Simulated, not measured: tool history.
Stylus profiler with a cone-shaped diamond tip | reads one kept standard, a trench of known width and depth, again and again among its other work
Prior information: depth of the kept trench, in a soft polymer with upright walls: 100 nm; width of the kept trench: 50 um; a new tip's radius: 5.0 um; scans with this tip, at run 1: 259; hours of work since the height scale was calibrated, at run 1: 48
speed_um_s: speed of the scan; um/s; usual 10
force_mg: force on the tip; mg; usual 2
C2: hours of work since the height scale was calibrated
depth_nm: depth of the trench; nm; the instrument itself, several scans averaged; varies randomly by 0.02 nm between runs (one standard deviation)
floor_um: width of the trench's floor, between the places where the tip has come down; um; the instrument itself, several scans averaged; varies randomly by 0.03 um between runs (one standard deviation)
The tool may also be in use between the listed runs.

{"run": 1, "hour": 0.0, "speed_um_s": 10, "force_mg": 2, "scans with this tip": 259, "C2": 48, "depth_nm": 100.9, "floor_um": 47.94}
{"run": 2, "hour": 39.9, "speed_um_s": 39, "force_mg": 2, "scans with this tip": 416, "C2": 77, "depth_nm": 100.88, "floor_um": 47.87}
{"run": 3, "hour": 87.8, "speed_um_s": 39, "force_mg": 2, "scans with this tip": 605, "C2": 113, "depth_nm": 100.9, "floor_um": 47.8}
{"run": 4, "hour": 130.4, "speed_um_s": 39, "force_mg": 2, "scans with this tip": 773, "C2": 144, "depth_nm": 100.94, "floor_um": 47.84}
{"run": 5, "hour": 156.4, "speed_um_s": 10, "force_mg": 2, "scans with this tip": 876, "C2": 163, "depth_nm": 100.91, "floor_um": 47.9}
{"run": 6, "hour": 200.6, "speed_um_s": 10, "force_mg": 2, "scans with this tip": 1050, "C2": 195, "depth_nm": 100.91, "floor_um": 47.83}
{"run": 7, "hour": 248.7, "speed_um_s": 10, "force_mg": 0.73, "scans with this tip": 1240, "C2": 231, "depth_nm": 100.48, "floor_um": 47.86}
{"run": 8, "hour": 270.6, "speed_um_s": 10, "force_mg": 2, "scans with this tip": 1326, "C2": 247, "depth_nm": 100.92, "floor_um": 47.84}
{"run": 9, "hour": 295.1, "speed_um_s": 12, "force_mg": 2, "scans with this tip": 1422, "C2": 265, "depth_nm": 100.92, "floor_um": 47.8}
{"run": 10, "hour": 345.6, "speed_um_s": 12, "force_mg": 2, "scans with this tip": 1622, "C2": 302, "depth_nm": 100.89, "floor_um": 47.86}
{"run": 11, "hour": 376.3, "speed_um_s": 4, "force_mg": 2, "scans with this tip": 1743, "C2": 324, "depth_nm": 100.91, "floor_um": 47.92}
{"run": 12, "hour": 421.6, "speed_um_s": 4, "force_mg": 2, "scans with this tip": 1921, "C2": 358, "depth_nm": 100.9, "floor_um": 47.79}
{"run": 13, "hour": 464.7, "speed_um_s": 4, "force_mg": 2, "scans with this tip": 2092, "C2": 389, "depth_nm": 100.96, "floor_um": 47.81}
{"run": 14, "hour": 496.5, "speed_um_s": 10, "force_mg": 2, "scans with this tip": 2217, "C2": 413, "depth_nm": 100.94, "floor_um": 47.77}
{"run": 15, "hour": 542.0, "speed_um_s": 10, "force_mg": 2, "scans with this tip": 2396, "C2": 446, "depth_nm": 100.94, "floor_um": 47.73}
{"run": 16, "hour": 572.6, "speed_um_s": 10, "force_mg": 2, "scans with this tip": 2517, "C2": 469, "depth_nm": 100.95, "floor_um": 47.77}
{"run": 17, "hour": 595.5, "speed_um_s": 6, "force_mg": 2, "scans with this tip": 2607, "C2": 485, "depth_nm": 100.91, "floor_um": 47.72}
{"run": 18, "hour": 624.2, "speed_um_s": 6, "force_mg": 2, "scans with this tip": 2720, "C2": 507, "depth_nm": 100.95, "floor_um": 47.71}
{"run": 19, "hour": 672.7, "speed_um_s": 6, "force_mg": 2, "scans with this tip": 2912, "C2": 542, "depth_nm": 100.96, "floor_um": 47.73}
{"run": 20, "hour": 724.4, "speed_um_s": 6, "force_mg": 2, "scans with this tip": 3115, "C2": 580, "depth_nm": 100.97, "floor_um": 47.7}
{"run": 21, "hour": 775.4, "speed_um_s": 6, "force_mg": 2, "scans with this tip": 3316, "C2": 618, "depth_nm": 100.97, "floor_um": 47.71}
{"run": 22, "hour": 796.6, "speed_um_s": 6, "force_mg": 2, "scans with this tip": 3400, "C2": 633, "depth_nm": 101, "floor_um": 47.7}
{"run": 23, "hour": 829.5, "speed_um_s": 6, "force_mg": 2, "scans with this tip": 3530, "C2": 657, "depth_nm": 100.95, "floor_um": 47.72}
{"run": 24, "hour": 868.2, "speed_um_s": 23, "force_mg": 2, "scans with this tip": 3682, "C2": 686, "depth_nm": 101.01, "floor_um": 47.67}
{"run": 25, "hour": 890.6, "speed_um_s": 10, "force_mg": 3.6, "scans with this tip": 3771, "C2": 702, "depth_nm": 101.42, "floor_um": 47.69}
{"run": 26, "hour": 921.3, "speed_um_s": 22, "force_mg": 0.89, "scans with this tip": 3892, "C2": 725, "depth_nm": 100.57, "floor_um": 47.59}
{"run": 27, "hour": 953.3, "speed_um_s": 7, "force_mg": 0.97, "scans with this tip": 4018, "C2": 748, "depth_nm": 100.65, "floor_um": 47.65}
{"run": 28, "hour": 991.0, "speed_um_s": 12, "force_mg": 2.67, "scans with this tip": 4167, "C2": 776, "depth_nm": 101.19, "floor_um": 47.65}
{"run": 29, "hour": 1035.9, "speed_um_s": 30, "force_mg": 1.52, "scans with this tip": 4343, "C2": 809, "depth_nm": 100.84, "floor_um": 47.57}
{"run": 30, "hour": 1077.6, "speed_um_s": 11, "force_mg": 0.69, "scans with this tip": 4508, "C2": 839, "depth_nm": 100.56, "floor_um": 47.55}
{"run": 31, "hour": 1127.7, "speed_um_s": 26, "force_mg": 3.32, "scans with this tip": 4706, "C2": 876, "depth_nm": 101.35, "floor_um": 47.58}
{"run": 32, "hour": 1151.9, "speed_um_s": 26, "force_mg": 3.32, "scans with this tip": 4801, "C2": 894, "depth_nm": 101.35, "floor_um": 47.59}
{"run": 33, "hour": 1198.5, "speed_um_s": 32, "force_mg": 0.96, "scans with this tip": 4985, "C2": 928, "depth_nm": 100.67, "floor_um": 47.51}
{"run": 34, "hour": 1246.8, "speed_um_s": 32, "force_mg": 0.96, "scans with this tip": 5175, "C2": 964, "depth_nm": 100.7, "floor_um": 47.5}
{"run": 35, "hour": 1272.4, "speed_um_s": 13, "force_mg": 4.3, "scans with this tip": 5276, "C2": 983, "depth_nm": 101.64, "floor_um": 47.54}
{"run": 36, "hour": 1315.1, "speed_um_s": 13, "force_mg": 4.3, "scans with this tip": 5444, "C2": 1014, "depth_nm": 101.66, "floor_um": 47.6}
{"run": 37, "hour": 1361.7, "speed_um_s": 24, "force_mg": 1.95, "scans with this tip": 5628, "C2": 1048, "depth_nm": 100.98, "floor_um": 47.53}
{"run": 38, "hour": 1402.8, "speed_um_s": 2, "force_mg": 5.39, "scans with this tip": 5791, "C2": 1078, "depth_nm": 101.89, "floor_um": 47.54}
{"run": 39, "hour": 1445.3, "speed_um_s": 3, "force_mg": 4.36, "scans with this tip": 5958, "C2": 1110, "depth_nm": 101.64, "floor_um": 47.6}
{"run": 40, "hour": 1495.0, "speed_um_s": 18, "force_mg": 4.96, "scans with this tip": 6154, "C2": 1146, "depth_nm": 101.83, "floor_um": 47.52}
{"run": 41, "hour": 1538.4, "speed_um_s": 34, "force_mg": 0.76, "scans with this tip": 6325, "C2": 1178, "depth_nm": 100.59, "floor_um": 47.4}
{"hour": 1550.2, "done": "height scale calibrated on a step standard"}
{"run": 42, "hour": 1567.0, "speed_um_s": 34, "force_mg": 0.76, "scans with this tip": 6436, "C2": 12, "depth_nm": 100.46, "floor_um": 47.39}
{"run": 43, "hour": 1616.1, "speed_um_s": 9, "force_mg": 3.94, "scans with this tip": 6630, "C2": 48, "depth_nm": 101.39, "floor_um": 47.44}
{"run": 44, "hour": 1639.3, "speed_um_s": 9, "force_mg": 3.94, "scans with this tip": 6721, "C2": 65, "depth_nm": 101.38, "floor_um": 47.46}
{"run": 45, "hour": 1668.8, "speed_um_s": 9, "force_mg": 3.94, "scans with this tip": 6837, "C2": 87, "depth_nm": 101.39, "floor_um": 47.47}
{"run": 46, "hour": 1699.3, "speed_um_s": 17, "force_mg": 1.39, "scans with this tip": 6958, "C2": 109, "depth_nm": 100.64, "floor_um": 47.45}
{"run": 47, "hour": 1722.2, "speed_um_s": 8, "force_mg": 0.68, "scans with this tip": 7048, "C2": 126, "depth_nm": 100.38, "floor_um": 47.47}
{"run": 48, "hour": 1746.3, "speed_um_s": 12, "force_mg": 3.28, "scans with this tip": 7143, "C2": 144, "depth_nm": 101.22, "floor_um": 47.44}

Below are 3 alternative next runs, each starting from the tool's condition after run 48. Predict each:
{"run": "A", "hour": 1768.4, "speed_um_s": 4, "force_mg": 1.68, "scans with this tip": 7230, "C2": 160, "depth_nm": "?", "floor_um": "?"}
{"run": "B", "hour": 1768.4, "speed_um_s": 25, "force_mg": 1.28, "scans with this tip": 7230, "C2": 160, "depth_nm": "?", "floor_um": "?"}
{"run": "C", "hour": 1768.4, "speed_um_s": 4, "force_mg": 5.15, "scans with this tip": 7230, "C2": 160, "depth_nm": "?", "floor_um": "?"}

run=A depth_nm=100.79 floor_um=47.45
run=B depth_nm=100.64 floor_um=47.36
run=C depth_nm=101.67 floor_um=47.42
With no hidden state in the tool, these same runs would have given:
run=A depth_nm=100.82 floor_um=48
run=B depth_nm=100.67 floor_um=47.91
run=C depth_nm=101.69 floor_um=47.97
